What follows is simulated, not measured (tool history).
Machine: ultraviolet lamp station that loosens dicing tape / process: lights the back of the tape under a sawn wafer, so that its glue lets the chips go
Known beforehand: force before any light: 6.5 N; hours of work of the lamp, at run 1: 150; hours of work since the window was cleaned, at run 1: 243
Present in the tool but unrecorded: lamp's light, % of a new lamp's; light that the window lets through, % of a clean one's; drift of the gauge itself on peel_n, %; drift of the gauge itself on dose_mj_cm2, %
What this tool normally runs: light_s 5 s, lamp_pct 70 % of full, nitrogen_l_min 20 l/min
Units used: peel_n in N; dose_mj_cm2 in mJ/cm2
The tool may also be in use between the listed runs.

run   hour  light_s  lamp_pct  nitrogen_l_min  hours of work of the lamp  hours of work since the window was cleaned  peel_n  dose_mj_cm2
  1      0        5        70              20                        150                                         243    0.97          176
  2    9.7        2        70              20                        155                                         248   2.781           68
  3   18.4        2        70              25                        159                                         252    2.64           73
  4   28.5        2        70              25                        164                                         257   2.685           72
  5   40.7        6        70              25                        170                                         263   0.622          212
  6   54.6        6        70              25                        176                                         270   0.627          213
  7   68.4        6        70              25                        183                                         276   0.659          210
  8   79.8        6        70              25                        189                                         282   0.661          210
  9   89.8        6        70              25                        193                                         287   0.666          209
 10   98.1        6        70              25                        197                                         291   0.648          210
 11  106.4        6        70              25                        201                                         295   0.669          205
 12  118.2        6        70              25                        207                                         300   0.644          206
 13  124.8        5        70              34                        210                                         304   0.802          171
 14  137.8        5        70              34                        217                                         310   0.797          175
 15  150.9        5        70              34                        223                                         316     0.8          173
 16  156.7        5        70              23                        226                                         319   0.941          170
 17  169.3        5        70              34                        232                                         325   0.811          172
 18  179.6        5        70              15                        237                                         330   1.196          168
 19  186.6        5        70              15                        240                                         334   1.099          171
 20  194.6        5        70              15                        244                                         337   1.157          170
 21  205.4        5        70              15                        249                                         343   1.134          174
 22  213.2        5        70              20                        253                                         346   1.067          168
 23  221.5        5        70              20                        257                                         350   1.019          172
 24  234.7        6        78              20                        264                                         357   0.631          227
 25  244.9        4        70              36                        268                                         362   1.145          136
 26  257.8        6        70              20                        275                                         368   0.742          199
 27  271.3        6        70              20                        281                                         374   0.747          203
 28  279.8        5        79              37                        285                                         379   0.643          186
 29  286.9        8        63              22                        289                                         382   0.536          237
 30  296.6        9        70              20                        293                                         387   0.399          302
 31  306.8        9        70              20                        298                                         392   0.418          303
 32    320        7        81               7                        305                                         398   0.849          269
 33  329.2        5        68              22                        309                                         403   1.043          164
 34  341.8        3        94              35                        315                                         409   1.132          132
 35  350.8        3        94              35                        320                                         413   1.158          134
 36  360.4        3        71               8                        324                                         418    2.79          100
 37  366.4        3        84               8                        327                                         420   2.258          120
 38  378.6        3        94              20                        333                                         426   1.424          135
 39  391.4        4        84              15                        339                                         433   1.258          157

Estimate the outcome of run 40 from the log above:
 40  403.2        6        69              20                        345                                         438       ?            ?

{"run 40": {"peel_n": 0.817, "dose_mj_cm2": 194}}
With the hidden condition absent and the run-to-run variation left alone, this run would have shown peel_n 0.652 N, dose_mj_cm2 221 mJ/cm2.
